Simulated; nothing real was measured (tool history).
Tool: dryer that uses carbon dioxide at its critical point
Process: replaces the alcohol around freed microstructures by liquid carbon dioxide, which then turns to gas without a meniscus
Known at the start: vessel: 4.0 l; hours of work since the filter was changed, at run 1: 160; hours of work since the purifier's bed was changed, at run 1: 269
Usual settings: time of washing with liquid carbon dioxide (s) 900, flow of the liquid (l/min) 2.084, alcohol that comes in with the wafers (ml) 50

run	hour	time of washing with liquid carbon dioxide (s)	flow of the liquid (l/min)	alcohol that comes in with the wafers (ml)	hours of work since the filter was changed	hours of work since the purifier's bed was changed	alcohol left in the vessel before it's heated (ppm by volume)
1	0.0	900	2.084	50	160	269	91
2	6.0	900	2.084	50	164	273	92
3	15.9	900	2.084	50	170	279	85
4	23.7	600	2.084	50	175	284	290
5	33.3	600	2.084	50	182	290	286
6	40.7	600	2.084	50	187	295	283
7	45.3	900	2.084	50	190	298	86
8	56.0	900	2.084	50	197	305	89
9	63.8	900	2.084	50	202	310	103
10	70.6	900	2.084	50	206	315	107
11	76.2	900	2.740	50	210	318	72
12	82.9	900	2.740	50	214	323	64
13	91.5	900	3.380	50	220	328	60
14	98.0	900	3.380	50	224	333	64
15	105.4	900	3.380	50	229	337	59
16	112.1	900	3.380	50	233	342	70
17	120.3	900	3.380	50	238	347	63
18	128.7	900	3.380	50	244	353	77
19	133.2	900	3.380	50	247	356	64
20	143.5	1320	3.380	111	254	362	64
21	150.8	1320	3.380	111	258	367	67
22	160.3	1320	3.380	111	265	373	77
23	166.2	960	3.120	24	268	377	67
24	172.7	960	3.120	24	273	381	77
25	177.7	960	1.540	32	276	385	173
26	182.2	960	2.660	29	279	388	80
27	187.5	1140	2.240	42	282	391	80
28	192.8	900	3.160	36	286	395	84
29	198.7	660	2.084	50	290	398	281
30	206.9	720	2.810	58	295	404	110
31	215.8	720	2.810	58	301	410	107
32	223.6	900	2.084	29	306	415	106
33	229.1	840	2.420	41	309	418	107
34	236.1	540	1.880	43	314	423	587
35	244.8	540	1.880	43	320	428	596

Hidden state or all else? Some run-to-run changes of alcohol left in the vessel before it's heated (ppm by volume), split into what the settings, what came in and random variation would give without the hidden state, and what is left for the hidden state (with any gauge scatter that isn't in both results):
The hidden state here: flow that reaches the vessel past the clogged filter, %; alcohol in the recycled carbon dioxide, ppm; drift of the gauge itself on alcohol_ppm, %.
Run 3 -> 4: time of washing with liquid carbon dioxide (s) 900 -> 600. alcohol left in the vessel before it's heated (ppm by volume) +205: hidden state +46, all else +159.
Run 6 -> 7: time of washing with liquid carbon dioxide (s) 600 -> 900. alcohol left in the vessel before it's heated (ppm by volume) -197: hidden state -46, all else -151.
Run 28 -> 29: time of washing with liquid carbon dioxide (s) 900 -> 660, flow of the liquid (l/min) 3.160 -> 2.084, alcohol that comes in with the wafers (ml) 36 -> 50. alcohol left in the vessel before it's heated (ppm by volume) +197: hidden state +76, all else +121.
Run 29 -> 30: time of washing with liquid carbon dioxide (s) 660 -> 720, flow of the liquid (l/min) 2.084 -> 2.810, alcohol that comes in with the wafers (ml) 50 -> 58. alcohol left in the vessel before it's heated (ppm by volume) -171: hidden state -59, all else -112.
Run 33 -> 34: time of washing with liquid carbon dioxide (s) 840 -> 540, flow of the liquid (l/min) 2.420 -> 1.880, alcohol that comes in with the wafers (ml) 41 -> 43. alcohol left in the vessel before it's heated (ppm by volume) +480: hidden state +150, all else +330.
